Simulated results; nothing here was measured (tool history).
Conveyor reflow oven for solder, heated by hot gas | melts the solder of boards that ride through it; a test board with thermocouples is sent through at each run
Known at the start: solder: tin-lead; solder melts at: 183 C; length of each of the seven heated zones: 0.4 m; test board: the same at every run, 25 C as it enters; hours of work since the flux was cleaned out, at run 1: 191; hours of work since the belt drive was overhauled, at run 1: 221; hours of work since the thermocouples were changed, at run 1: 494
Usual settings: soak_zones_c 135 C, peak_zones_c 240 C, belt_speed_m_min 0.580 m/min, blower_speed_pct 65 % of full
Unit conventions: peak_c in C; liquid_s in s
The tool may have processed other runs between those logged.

run     day  soak_zones_c  peak_zones_c  belt_speed_m_min  blower_speed_pct  hours of work since the flux was cleaned out  hours of work since the belt drive was overhauled  hours of work since the thermocouples were changed  peak_c  liquid_s
  1   0.000           135           240             0.580                65                                           191                                                221                                                 494   219.1      61.9
      1.071  -- flux residue cleaned out of gas plates and filters
  2   1.258           135           240             0.580                65                                             3                                                236                                                 509   220.6      63.5
  3   2.525           135           240             0.580                65                                            21                                                254                                                 527   220.6      63.5
  4   3.796           135           240             0.580                65                                            39                                                272                                                 545   220.3      63.1
  5   4.742           135           231             0.580                65                                            52                                                285                                                 559   212.3      56.0
  6   5.354           135           231             0.580                65                                            61                                                294                                                 567   212.3      56.2
  7   6.188           135           231             0.580                65                                            73                                                306                                                 579   212.2      56.1
  8   7.200           135           240             0.514                65                                            87                                                320                                                 594   223.8      75.2
  9   8.258           135           240             0.514                65                                           102                                                335                                                 609   223.8      75.0
 10   9.267           135           240             0.486                65                                           117                                                350                                                 623   225.3      81.0
 11  10.158           140           245             0.486                65                                           129                                                362                                                 636   230.8      86.8
 12  11.379           140           245             0.486                58                                           147                                                380                                                 653   228.5      85.1
 13  12.138           140           244             0.486                82                                           157                                                391                                                 664   232.9      88.6
 14  13.342           140           244             0.486                82                                           175                                                408                                                 681   232.8      88.4
 15  14.629           138           244             0.597                87                                           193                                                426                                                 699   226.9      67.6
     15.554  -- flux residue cleaned out of gas plates and filters
 16  16.192           138           244             0.597                87                                             9                                                445                                                 718   229.3      69.0
 17  16.788           122           236             0.597                73                                            18                                                454                                                 727   216.2      54.3
 18  17.933           122           236             0.597                73                                            34                                                470                                                 743   215.6      54.1
 19  18.758           122           236             0.597                73                                            46                                                482                                                 755   215.9      53.9
 20  19.692           136           245             0.597                73                                            59                                                495                                                 768   225.8      66.2

For some of the steps in peak_c from one run to the next: how much would appear even if the tool had no hidden state, given the settings, what came in and random variation, and how much remains for the hidden state plus any gauge scatter that the measured result and the result without hidden state don't share?
Hidden conditions of the tool in this case: heat that the gas passes to the board, % of a clean oven's; belt's true speed, % of the reading; true gas temperature in zones 6 and 7 over the reading, C; drift of the gauge itself on peak_c, C; drift of the gauge itself on liquid_s, %.
Run 1 -> 2: flux residue cleaned out of gas plates and filters. peak_c +1.5 C: hidden state +1.6, all else -0.1.
Run 7 -> 8: peak_zones_c 231 -> 240, belt_speed_m_min 0.580 -> 0.514. peak_c +11.6 C: hidden state +0.0, all else +11.6.
Run 15 -> 16: flux residue cleaned out of gas plates and filters. peak_c +2.4 C: hidden state +2.2, all else +0.2.
Run 16 -> 17: soak_zones_c 138 -> 122, peak_zones_c 244 -> 236, blower_speed_pct 87 -> 73. peak_c -13.1 C: hidden state +0.0, all else -13.1.
